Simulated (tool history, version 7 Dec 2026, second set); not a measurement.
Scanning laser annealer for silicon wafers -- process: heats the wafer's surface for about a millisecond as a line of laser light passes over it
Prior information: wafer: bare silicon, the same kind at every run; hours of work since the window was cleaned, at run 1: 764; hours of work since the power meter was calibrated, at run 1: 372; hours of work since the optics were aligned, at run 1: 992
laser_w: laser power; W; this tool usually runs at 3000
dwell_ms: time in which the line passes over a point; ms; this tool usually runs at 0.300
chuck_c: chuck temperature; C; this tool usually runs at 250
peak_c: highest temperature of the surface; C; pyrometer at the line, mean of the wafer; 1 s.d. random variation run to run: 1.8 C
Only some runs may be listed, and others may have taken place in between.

| run | day | laser_w | dwell_ms | chuck_c | hours of work since the window was cleaned | hours of work since the power meter was calibrated | hours of work since the optics were aligned | peak_c |
|---|---|---|---|---|---|---|---|---|
| 1 | 0.000 | 3000 | 0.300 | 250 | 764 | 372 | 992 | 1045 |
| 2 | 1.329 | 3000 | 0.300 | 250 | 782 | 390 | 1010 | 1045 |
|  | 1.892 | window over the wafer cleaned |
| 3 | 2.817 | 3000 | 0.300 | 250 | 13 | 410 | 1029 | 1051 |
| 4 | 4.242 | 3086 | 0.300 | 250 | 32 | 429 | 1049 | 1079 |
| 5 | 5.500 | 3086 | 0.300 | 250 | 50 | 447 | 1066 | 1076 |
| 6 | 6.779 | 3000 | 0.300 | 250 | 67 | 464 | 1084 | 1049 |
| 7 | 7.571 | 3000 | 0.300 | 250 | 78 | 475 | 1095 | 1050 |
| 8 | 8.633 | 3000 | 0.300 | 250 | 93 | 490 | 1110 | 1050 |
| 9 | 9.388 | 3000 | 0.300 | 250 | 103 | 500 | 1120 | 1049 |
| 10 | 10.738 | 3000 | 0.300 | 250 | 122 | 519 | 1139 | 1049 |
| 11 | 11.558 | 3000 | 0.300 | 250 | 133 | 530 | 1150 | 1050 |
| 12 | 12.954 | 3000 | 0.300 | 250 | 153 | 550 | 1169 | 1049 |
| 13 | 14.092 | 3000 | 0.300 | 250 | 168 | 565 | 1185 | 1050 |
| 14 | 15.096 | 3000 | 0.300 | 250 | 182 | 579 | 1199 | 1047 |
| 15 | 16.558 | 3000 | 0.300 | 250 | 202 | 599 | 1219 | 1049 |
| 16 | 17.938 | 3000 | 0.300 | 250 | 221 | 618 | 1238 | 1047 |
| 17 | 19.167 | 3000 | 0.300 | 286 | 238 | 635 | 1255 | 1085 |
| 18 | 20.675 | 3000 | 0.300 | 286 | 259 | 656 | 1276 | 1086 |
| 19 | 21.904 | 3000 | 0.214 | 286 | 276 | 673 | 1293 | 962 |
| 20 | 22.971 | 3000 | 0.214 | 286 | 291 | 688 | 1307 | 956 |
| 21 | 24.404 | 3000 | 0.214 | 286 | 310 | 708 | 1327 | 960 |
| 22 | 25.400 | 3000 | 0.214 | 286 | 324 | 721 | 1341 | 959 |
| 23 | 26.792 | 3003 | 0.214 | 269 | 343 | 740 | 1360 | 940 |
| 24 | 27.908 | 3003 | 0.214 | 269 | 359 | 756 | 1376 | 942 |
| 25 | 28.875 | 3053 | 0.306 | 220 | 372 | 769 | 1389 | 1044 |
| 26 | 30.108 | 2679 | 0.359 | 236 | 389 | 786 | 1406 | 999 |
| 27 | 30.950 | 2679 | 0.359 | 236 | 401 | 798 | 1417 | 998 |
| 28 | 31.717 | 2679 | 0.359 | 236 | 411 | 808 | 1428 | 999 |
| 29 | 32.983 | 2679 | 0.359 | 275 | 429 | 826 | 1445 | 1038 |
| 30 | 33.592 | 3004 | 0.217 | 264 | 437 | 834 | 1454 | 940 |
| 31 | 34.892 | 3178 | 0.217 | 250 | 455 | 852 | 1472 | 977 |
| 32 | 35.858 | 2761 | 0.227 | 290 | 468 | 865 | 1485 | 916 |
| 33 | 37.033 | 2960 | 0.270 | 250 | 485 | 882 | 1501 | 993 |
| 34 | 38.108 | 3197 | 0.300 | 245 | 499 | 896 | 1516 | 1105 |
| 35 | 39.383 | 3156 | 0.242 | 250 | 517 | 914 | 1534 | 1007 |
| 36 | 40.817 | 3156 | 0.242 | 250 | 537 | 934 | 1554 | 1010 |
| 37 | 41.888 | 3156 | 0.242 | 249 | 552 | 949 | 1568 | 1012 |
| 38 | 42.679 | 3009 | 0.257 | 272 | 562 | 960 | 1579 | 1014 |
| 39 | 43.871 | 3063 | 0.309 | 268 | 579 | 976 | 1596 | 1101 |
| 40 | 44.542 | 3063 | 0.309 | 268 | 588 | 985 | 1605 | 1095 |

Hidden state at the last listed run before each entry between runs and at the first one after, where it differs:
In the gap between runs 2 and 3: window over the wafer cleaned (day 1.892)
  light that passes the window, % of a clean one's: 99.73 -> 99.97
  measured result minus the result with no hidden state, peak_c: -3 -> +0 C
